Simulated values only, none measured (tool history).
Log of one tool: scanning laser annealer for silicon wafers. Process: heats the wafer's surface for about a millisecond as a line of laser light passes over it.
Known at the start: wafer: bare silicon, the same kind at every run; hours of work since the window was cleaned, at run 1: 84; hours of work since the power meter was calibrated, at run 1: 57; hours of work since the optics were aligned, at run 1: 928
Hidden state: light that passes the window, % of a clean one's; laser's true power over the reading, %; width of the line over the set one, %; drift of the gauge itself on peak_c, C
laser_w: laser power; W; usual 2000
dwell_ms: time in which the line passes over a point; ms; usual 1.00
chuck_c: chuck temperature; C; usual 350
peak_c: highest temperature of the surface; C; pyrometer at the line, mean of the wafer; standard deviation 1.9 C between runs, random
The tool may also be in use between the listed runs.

| run | hour | laser_w | dwell_ms | chuck_c | hours of work since the window was cleaned | hours of work since the power meter was calibrated | hours of work since the optics were aligned | peak_c |
|---|---|---|---|---|---|---|---|---|
| 1 | 0.0 | 2000 | 1.00 | 350 | 84 | 57 | 928 | 1127 |
| 2 | 13.8 | 2000 | 0.77 | 350 | 95 | 68 | 939 | 1019 |
| 3 | 36.9 | 2000 | 0.77 | 350 | 113 | 85 | 956 | 1016 |
| 4 | 48.8 | 2089 | 0.77 | 350 | 122 | 95 | 966 | 1050 |
| 5 | 66.1 | 2000 | 1.00 | 313 | 135 | 108 | 979 | 1081 |
| 6 | 85.3 | 2000 | 1.00 | 313 | 150 | 123 | 993 | 1079 |
| 7 | 104.9 | 2000 | 1.00 | 350 | 165 | 138 | 1008 | 1109 |
| 8 | 116.7 | 2000 | 1.00 | 350 | 174 | 147 | 1017 | 1115 |
| 9 | 141.2 | 2000 | 1.00 | 350 | 193 | 165 | 1036 | 1111 |
| 10 | 160.4 | 2000 | 1.00 | 350 | 207 | 180 | 1051 | 1105 |
| 11 | 172.4 | 2000 | 1.04 | 350 | 216 | 189 | 1060 | 1124 |
| 12 | 191.4 | 2000 | 1.04 | 350 | 231 | 204 | 1075 | 1116 |
| 13 | 208.0 | 2171 | 1.00 | 350 | 244 | 217 | 1087 | 1181 |
|  | 211.2 | window over the wafer cleaned |
| 14 | 235.6 | 2171 | 1.00 | 350 | 19 | 236 | 1107 | 1167 |
| 15 | 253.0 | 2171 | 1.00 | 350 | 32 | 249 | 1120 | 1166 |
| 16 | 268.0 | 2000 | 1.00 | 350 | 44 | 261 | 1132 | 1081 |
| 17 | 291.6 | 2000 | 1.00 | 350 | 62 | 279 | 1150 | 1077 |
| 18 | 316.3 | 2000 | 1.00 | 374 | 81 | 298 | 1169 | 1097 |
|  | 327.6 | window over the wafer cleaned, once more |
| 19 | 341.6 | 2000 | 1.00 | 374 | 11 | 316 | 1187 | 1162 |
| 20 | 359.9 | 2000 | 1.00 | 374 | 25 | 330 | 1201 | 1155 |
| 21 | 380.3 | 2000 | 1.00 | 355 | 40 | 345 | 1216 | 1136 |
|  | 387.3 | optics aligned, line set to its width |
| 22 | 411.5 | 2000 | 1.00 | 355 | 60 | 365 | 19 | 1140 |
| 23 | 435.4 | 2000 | 1.00 | 349 | 79 | 384 | 37 | 1132 |
| 24 | 447.3 | 2000 | 1.00 | 349 | 88 | 393 | 46 | 1133 |
| 25 | 466.5 | 2000 | 1.00 | 349 | 103 | 408 | 61 | 1126 |
| 26 | 492.7 | 1966 | 0.99 | 320 | 123 | 428 | 81 | 1071 |
| 27 | 504.2 | 1966 | 0.99 | 320 | 131 | 436 | 89 | 1077 |
| 28 | 515.8 | 2137 | 0.85 | 350 | 140 | 445 | 98 | 1117 |
| 29 | 540.6 | 2197 | 1.00 | 350 | 159 | 464 | 117 | 1222 |

What will run 30 give?
| 30 | 559.7 | 1786 | 1.00 | 350 | 174 | 479 | 132 | ? |

peak_c: 1013 C
Minus the tool's unlogged condition, the same run would have read peak_c 1044 C.
